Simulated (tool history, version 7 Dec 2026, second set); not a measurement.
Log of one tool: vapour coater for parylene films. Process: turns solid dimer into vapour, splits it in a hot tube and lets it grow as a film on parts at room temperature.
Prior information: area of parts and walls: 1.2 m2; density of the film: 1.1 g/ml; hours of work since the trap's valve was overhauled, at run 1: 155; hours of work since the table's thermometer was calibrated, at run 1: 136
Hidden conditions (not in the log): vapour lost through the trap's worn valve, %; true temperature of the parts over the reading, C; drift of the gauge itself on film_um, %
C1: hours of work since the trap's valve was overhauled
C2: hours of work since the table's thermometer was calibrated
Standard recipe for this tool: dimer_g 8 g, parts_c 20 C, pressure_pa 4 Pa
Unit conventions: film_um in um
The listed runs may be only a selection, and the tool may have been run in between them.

Run 1, hour 0: usual settings; C1 155; C2 136. Result: film_um 3.83 um.
Run 2, hour 21.9: usual settings; C1 168; C2 148. Result: film_um 3.81 um.
Run 3, hour 40.3: usual settings; C1 178; C2 159. Result: film_um 3.79 um.
Run 4, hour 72: usual settings; C1 196; C2 177. Result: film_um 3.79 um.
Run 5, hour 92: usual settings; C1 207; C2 188. Result: film_um 3.75 um.
Run 6, hour 108.7: usual settings but parts_c 21 C; C1 216; C2 197. Result: film_um 3.68 um.
Run 7, hour 139.2: usual settings but parts_c 18 C; C1 233; C2 214. Result: film_um 3.95 um.
Run 8, hour 153.7: usual settings but pressure_pa 6.73 Pa; C1 242; C2 222. Result: film_um 3.56 um.
Run 9, hour 168.6: usual settings but pressure_pa 6.73 Pa; C1 250; C2 231. Result: film_um 3.56 um.
Run 10, hour 183.7: usual settings but pressure_pa 4.61 Pa; C1 258; C2 239. Result: film_um 3.68 um.
Run 11, hour 198.2: usual settings; C1 267; C2 247. Result: film_um 3.72 um.
Run 12, hour 230.8: usual settings; C1 285; C2 266. Result: film_um 3.73 um.
Run 13, hour 264.9: usual settings but parts_c 22 C; C1 304; C2 285. Result: film_um 3.48 um.
Run 14, hour 289.3: usual settings but parts_c 22 C; C1 318; C2 298. Result: film_um 3.49 um.
Run 15, hour 309.5: usual settings but parts_c 22 C; C1 329; C2 310. Result: film_um 3.48 um.
Run 16, hour 337.6: usual settings; C1 345; C2 326. Result: film_um 3.66 um.
Run 17, hour 370: usual settings; C1 363; C2 344. Result: film_um 3.66 um.
Run 18, hour 392.5: usual settings but parts_c 17 C; C1 376; C2 356. Result: film_um 3.98 um.
Run 19, hour 408.9: usual settings but parts_c 17 C; C1 385; C2 366. Result: film_um 3.94 um.
At hour 414.6: trap's valve overhauled.
Run 20, hour 439.9: usual settings but parts_c 17 C; C1 14; C2 381. Result: film_um 4.31 um.
Run 21, hour 473.9: usual settings but parts_c 17 C; C1 33; C2 400. Result: film_um 4.24 um.
Run 22, hour 490.7: usual settings; C1 43; C2 409. Result: film_um 3.94 um.
Run 23, hour 508: usual settings but dimer_g 7 g; C1 52; C2 419. Result: film_um 3.41 um.
Run 24, hour 538.7: usual settings but dimer_g 7 g; C1 70; C2 436. Result: film_um 3.39 um.
Run 25, hour 558.9: usual settings but dimer_g 6 g, parts_c 21 C, pressure_pa 2.22 Pa; C1 81; C2 447. Result: film_um 2.99 um.
Run 26, hour 582.7: usual settings but parts_c 17 C, pressure_pa 2.46 Pa; C1 94; C2 461. Result: film_um 4.43 um.
Run 27, hour 609.9: usual settings but parts_c 17 C, pressure_pa 2.46 Pa; C1 110; C2 476. Result: film_um 4.41 um.
Run 28, hour 639.1: usual settings but dimer_g 12 g, parts_c 18 C, pressure_pa 3.04 Pa; C1 126; C2 492. Result: film_um 6.28 um.
Run 29, hour 669.3: usual settings but dimer_g 11 g, parts_c 12 C; C1 143; C2 509. Result: film_um 6.69 um.
Run 30, hour 692.5: usual settings but dimer_g 7 g, parts_c 19 C; C1 156; C2 522. Result: film_um 3.43 um.
Run 31, hour 726.1: usual settings but dimer_g 7 g, parts_c 19 C; C1 175; C2 541. Result: film_um 3.45 um.
Run 32, hour 755.4: usual settings but dimer_g 7 g, parts_c 26 C, pressure_pa 11.44 Pa; C1 191; C2 558. Result: film_um 2.53 um.
Run 33, hour 783.5: usual settings but dimer_g 7 g, parts_c 26 C, pressure_pa 11.44 Pa; C1 207; C2 573. Result: film_um 2.53 um.
Run 34, hour 805.1: usual settings but dimer_g 6 g, parts_c 14 C, pressure_pa 11.44 Pa; C1 219; C2 586. Result: film_um 3.03 um.
Run 35, hour 827.1: usual settings but dimer_g 3 g; C1 231; C2 598. Result: film_um 1.42 um.
Run 36, hour 841: usual settings but dimer_g 3 g; C1 239; C2 606. Result: film_um 1.42 um.
Run 37, hour 874.7: usual settings but dimer_g 3 g; C1 258; C2 625. Result: film_um 1.42 um.
Run 38, hour 900.9: usual settings but dimer_g 3 g, parts_c 14 C; C1 273; C2 639. Result: film_um 1.66 um.

Forecast run 39:
Run 39, hour 916.5: usual settings but dimer_g 4 g, parts_c 13 C, pressure_pa 3.6 Pa; C1 282; C2 648. Result: film_um ?.

For run 39 the tool returned film_um 2.3 um.
On a tool with no hidden condition, and with the same random variation, this run would have come out at film_um 2.44 um.

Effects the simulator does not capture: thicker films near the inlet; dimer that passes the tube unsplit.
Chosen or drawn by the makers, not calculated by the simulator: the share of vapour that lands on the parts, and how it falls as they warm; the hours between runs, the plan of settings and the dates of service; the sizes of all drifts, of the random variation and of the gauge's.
